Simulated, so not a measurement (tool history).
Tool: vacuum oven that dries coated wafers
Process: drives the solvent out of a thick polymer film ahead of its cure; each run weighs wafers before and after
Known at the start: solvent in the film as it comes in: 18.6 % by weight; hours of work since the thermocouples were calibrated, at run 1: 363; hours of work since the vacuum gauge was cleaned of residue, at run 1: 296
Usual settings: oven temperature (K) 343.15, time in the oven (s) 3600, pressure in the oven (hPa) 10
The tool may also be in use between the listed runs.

run,hour,oven temperature (K),time in the oven (s),pressure in the oven (hPa),hours of work since the thermocouples were calibrated,hours of work since the vacuum gauge was cleaned of residue,solvent left in the film (%)
1,0,343.15,3600,10,363,296,1.95
2,74.1,343.15,3600,10,395,328,1.89
3,150.4,343.15,3600,10,428,360,1.95
4,229.3,343.15,3600,10,462,394,1.92
5,308,343.15,3600,10,495,428,1.94
6,398.1,343.15,3600,10,534,467,1.98
7,489.1,343.15,3600,34.9,573,506,3.66
8,561.2,343.15,3600,34.9,604,537,3.65
9,626.3,343.15,3060,32.6,632,565,3.96
10,703.4,343.15,3600,16.9,665,598,2.43
11,782.4,349.15,3840,39.4,699,632,2.75

Forecast each of these 4 alternatives for the next run:
A,841.7,334.15,4080,34.5,725,657,?
B,841.7,335.15,3840,31.3,725,657,?
C,841.7,349.15,3840,37.2,725,657,?
D,841.7,341.15,2460,12.4,725,657,?

run,solvent left in the film (%)
A,5.66
B,5.21
C,2.63
D,3.9
Without the tool's hidden state the same runs would have given:
run,solvent left in the film (%)
A,5.73
B,5.27
C,2.63
D,3.97

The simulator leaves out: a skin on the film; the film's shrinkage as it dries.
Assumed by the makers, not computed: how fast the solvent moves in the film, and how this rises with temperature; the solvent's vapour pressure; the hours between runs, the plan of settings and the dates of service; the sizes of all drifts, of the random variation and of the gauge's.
